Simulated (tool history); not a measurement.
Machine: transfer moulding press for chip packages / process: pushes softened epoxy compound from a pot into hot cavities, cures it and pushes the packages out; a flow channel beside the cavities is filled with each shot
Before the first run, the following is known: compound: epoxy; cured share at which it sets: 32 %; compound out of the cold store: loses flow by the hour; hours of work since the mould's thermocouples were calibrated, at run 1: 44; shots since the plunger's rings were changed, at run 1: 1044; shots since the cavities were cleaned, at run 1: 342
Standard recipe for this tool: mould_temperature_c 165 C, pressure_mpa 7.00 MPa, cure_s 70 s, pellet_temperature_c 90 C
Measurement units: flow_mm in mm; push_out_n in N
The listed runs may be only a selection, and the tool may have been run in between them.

run    day  mould_temperature_c  pressure_mpa  cure_s  pellet_temperature_c  hours of work since the mould's thermocouples were calibrated  shots since the plunger's rings were changed  shots since the cavities were cleaned  incoming compound's hours out of the cold store  flow_mm  push_out_n
  1  0.000                  165          7.00      70                    90                                                             44                                          1044                                    342                                             25.7      823         559
  2  0.583                  165          7.00      70                    90                                                             51                                          1220                                    518                                             38.9      790         592
     1.312  -- cavities cleaned with cleaning compound and waxed
  3  1.358                  165          7.00      70                    90                                                             60                                          1432                                     13                                             10.2      847         487
  4  1.746                  165          7.00      70                    90                                                             65                                          1549                                    130                                             38.6      813         522
  5  2.488                  165          7.00      70                    90                                                             75                                          1772                                    353                                             44.5      791         562
  6  3.029                  165          7.00      70                    90                                                             82                                          1934                                    515                                             23.4      815         611
     3.754  -- cavities cleaned with cleaning compound and waxed
  7  3.921                  165          6.67      70                    90                                                             92                                          2183                                     51                                             36.6      778         485
  8  4.425                  165          7.00      70                    90                                                             98                                          2334                                    202                                             32.5      795         534
  9  5.162                  165          7.00      70                    90                                                            108                                          2555                                    423                                             41.9      774         578
 10  5.988                  165          7.00      70                    90                                                            118                                          2803                                    671                                             25.7      796         641
     6.192  -- cavities cleaned with cleaning compound and waxed
 11  6.546                  168          7.00      70                    90                                                            124                                          2952                                    107                                              8.5      823         459
 12  6.917                  168          7.00      70                    90                                                            129                                          3063                                    218                                             32.2      782         469
 13  7.562                  165          7.00      70                    90                                                            137                                          3256                                    411                                             34.6      790         586
 14  7.962                  165          7.00      70                    90                                                            142                                          3376                                    531                                             29.8      791         627

Expected results for the next run?
     8.654  -- cavities cleaned with cleaning compound and waxed
 15  8.654                  165          7.00      73                    90                                                            150                                          3564                                      0                                             45.2        ?           ?

{"run 15": {"flow_mm": 758, "push_out_n": 428}}
Minus the tool's unlogged condition, the same run would have read flow_mm 809 mm, push_out_n 416 N.
